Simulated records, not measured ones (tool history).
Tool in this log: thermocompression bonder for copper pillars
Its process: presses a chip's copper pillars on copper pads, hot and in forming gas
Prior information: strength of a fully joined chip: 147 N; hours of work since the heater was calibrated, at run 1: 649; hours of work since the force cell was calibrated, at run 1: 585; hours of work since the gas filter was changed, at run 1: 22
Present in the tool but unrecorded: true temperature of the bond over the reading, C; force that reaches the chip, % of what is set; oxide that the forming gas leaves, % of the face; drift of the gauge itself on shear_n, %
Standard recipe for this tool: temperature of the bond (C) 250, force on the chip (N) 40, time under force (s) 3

run   hour  temperature of the bond (C)  force on the chip (N)  time under force (s)  hours of work since the heater was calibrated  hours of work since the force cell was calibrated  hours of work since the gas filter was changed  force that shears a chip off (N)
  1    0.0                          250                     40                     3                                            649                                                585                                              22                              87.7
      39.7  -- heater calibrated with a thermocouple chip
  2   59.6                          250                     40                     3                                             11                                                616                                              54                              91.7
  3  124.7                          250                     25                     3                                             47                                                652                                              90                              57.5
  4  161.3                          250                     25                     3                                             67                                                672                                             110                              57.1
  5  212.8                          250                     25                     3                                             95                                                701                                             138                              56.5
  6  251.1                          250                     25                     3                                            117                                                722                                             159                              55.9
  7  291.0                          250                     40                     3                                            139                                                744                                             181                              88.9
  8  357.1                          245                     28                     3                                            175                                                780                                             218                              57.5
     391.8  -- forming gas filter changed
  9  405.2                          250                     53                     7                                            201                                                807                                               7                             131.8
 10  456.4                          250                     40                     2                                            230                                                835                                              36                              80.8
 11  490.0                          250                     24                     7                                            248                                                853                                              54                              74.0
 12  546.9                          250                     24                     7                                            279                                                885                                              86                              73.2
 13  603.4                          240                     27                     7                                            311                                                916                                             117                              70.3
 14  665.8                          248                     40                     3                                            345                                                950                                             151                              86.4

Alternative continuations, all from the tool just after run 14; predict every row:
  A  717.1                          250                     41                     2                                            373                                                979                                             179                                 ?
  B  717.1                          250                     31                     5                                            373                                                979                                             179                                 ?
  C  717.1                          250                     40                     4                                            373                                                979                                             179                                 ?
  D  717.1                          250                     40                     5                                            373                                                979                                             179                                 ?

run  force that shears a chip off (N)
  A                              78.5
  B                              81.8
  C                              94.5
  D                             100.4
Without the tool's hidden state the same runs would have given:
run  force that shears a chip off (N)
  A                              82.3
  B                              85.8
  C                              99.2
  D                             105.5

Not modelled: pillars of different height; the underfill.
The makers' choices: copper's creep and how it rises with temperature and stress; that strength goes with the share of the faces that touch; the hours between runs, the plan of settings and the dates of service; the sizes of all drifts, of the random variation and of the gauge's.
